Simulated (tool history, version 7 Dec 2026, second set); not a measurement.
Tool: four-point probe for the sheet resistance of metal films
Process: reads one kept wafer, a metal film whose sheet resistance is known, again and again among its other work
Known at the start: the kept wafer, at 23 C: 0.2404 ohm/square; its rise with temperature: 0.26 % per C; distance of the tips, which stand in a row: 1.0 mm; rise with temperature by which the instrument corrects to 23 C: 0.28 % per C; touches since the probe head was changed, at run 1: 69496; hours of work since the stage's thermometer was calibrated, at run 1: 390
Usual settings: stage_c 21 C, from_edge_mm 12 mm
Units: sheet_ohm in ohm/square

| run | hour | stage_c | from_edge_mm | touches since the probe head was changed | hours of work since the stage's thermometer was calibrated | sheet_ohm |
|---|---|---|---|---|---|---|
| 1 | 0.0 | 21 | 12 | 69496 | 390 | 0.242340 |
| 2 | 32.3 | 21 | 12 | 70159 | 404 | 0.242390 |
| 3 | 96.7 | 21 | 12 | 71481 | 433 | 0.242400 |
| 4 | 129.4 | 21 | 12 | 72153 | 448 | 0.242390 |
| 5 | 186.5 | 21 | 15 | 73326 | 473 | 0.242057 |
| 6 | 214.5 | 21 | 15 | 73899 | 485 | 0.242196 |
| 7 | 253.1 | 21 | 15 | 74692 | 503 | 0.242125 |
| 8 | 311.4 | 21 | 12 | 75890 | 529 | 0.242487 |
| 9 | 355.2 | 21 | 12 | 76788 | 548 | 0.242518 |
| 10 | 405.9 | 19 | 12 | 77828 | 571 | 0.242607 |
| 11 | 466.8 | 19 | 12 | 79080 | 598 | 0.242672 |
| 12 | 498.7 | 19 | 12 | 79734 | 612 | 0.242657 |
| 13 | 546.8 | 19 | 12 | 80721 | 633 | 0.242784 |
| 14 | 579.1 | 21 | 12 | 81386 | 648 | 0.242667 |
| 15 | 641.4 | 21 | 12 | 82663 | 675 | 0.242657 |
| 16 | 667.8 | 21 | 40 | 83206 | 687 | 0.241853 |
| 17 | 731.2 | 21 | 40 | 84507 | 715 | 0.241852 |
| 18 | 785.6 | 21 | 12 | 85624 | 739 | 0.242700 |
| 19 | 840.5 | 21 | 12 | 86751 | 764 | 0.242751 |
|  | 850.7 | new probe head fitted |
| 20 | 879.5 | 21 | 10 | 592 | 781 | 0.241523 |
| 21 | 932.2 | 21 | 5 | 1674 | 804 | 0.245271 |
| 22 | 958.1 | 22 | 7 | 2206 | 816 | 0.242864 |
|  | 963.1 | stage's thermometer calibrated |
| 23 | 985.7 | 34 | 44 | 2762 | 10 | 0.239621 |
| 24 | 1038.5 | 22 | 6 | 3845 | 34 | 0.243823 |
| 25 | 1100.4 | 24 | 9 | 5116 | 61 | 0.241837 |
| 26 | 1137.0 | 34 | 45 | 5869 | 77 | 0.239804 |
| 27 | 1197.6 | 19 | 5 | 7113 | 104 | 0.245630 |
|  | 1211.4 | stage's thermometer calibrated, once more |
| 28 | 1224.8 | 29 | 70 | 7660 | 6 | 0.239787 |
| 29 | 1277.9 | 25 | 59 | 8750 | 30 | 0.240004 |
| 30 | 1332.6 | 34 | 69 | 9873 | 54 | 0.239617 |
| 31 | 1377.0 | 24 | 71 | 10786 | 74 | 0.240146 |
| 32 | 1425.6 | 24 | 55 | 11782 | 95 | 0.240064 |
| 33 | 1471.2 | 22 | 43 | 12719 | 116 | 0.240308 |
| 34 | 1532.8 | 26 | 6 | 13984 | 143 | 0.243551 |
| 35 | 1585.7 | 26 | 12 | 15070 | 166 | 0.240920 |
| 36 | 1614.7 | 31 | 37 | 15666 | 179 | 0.239872 |
| 37 | 1677.2 | 31 | 37 | 16948 | 207 | 0.239925 |
| 38 | 1720.6 | 20 | 7 | 17839 | 226 | 0.243078 |
| 39 | 1780.4 | 25 | 74 | 19066 | 253 | 0.240180 |
| 40 | 1813.1 | 21 | 6 | 19738 | 268 | 0.243938 |
| 41 | 1862.2 | 32 | 69 | 20747 | 289 | 0.239937 |

4 ways to go on from here, each from the tool as it stands after run 41. What would each give?
| A | 1909.8 | 32 | 12 | 21724 | 311 | ? |
| B | 1909.8 | 22 | 3 | 21724 | 311 | ? |
| C | 1909.8 | 26 | 11 | 21724 | 311 | ? |
| D | 1909.8 | 35 | 23 | 21724 | 311 | ? |

| run | sheet_ohm |
|---|---|
| A | 0.240803 |
| B | 0.253875 |
| C | 0.241268 |
| D | 0.239988 |
Without the tool's hidden state the same runs would have given:
| run | sheet_ohm |
|---|---|
| A | 0.240833 |
| B | 0.253906 |
| C | 0.241298 |
| D | 0.240018 |
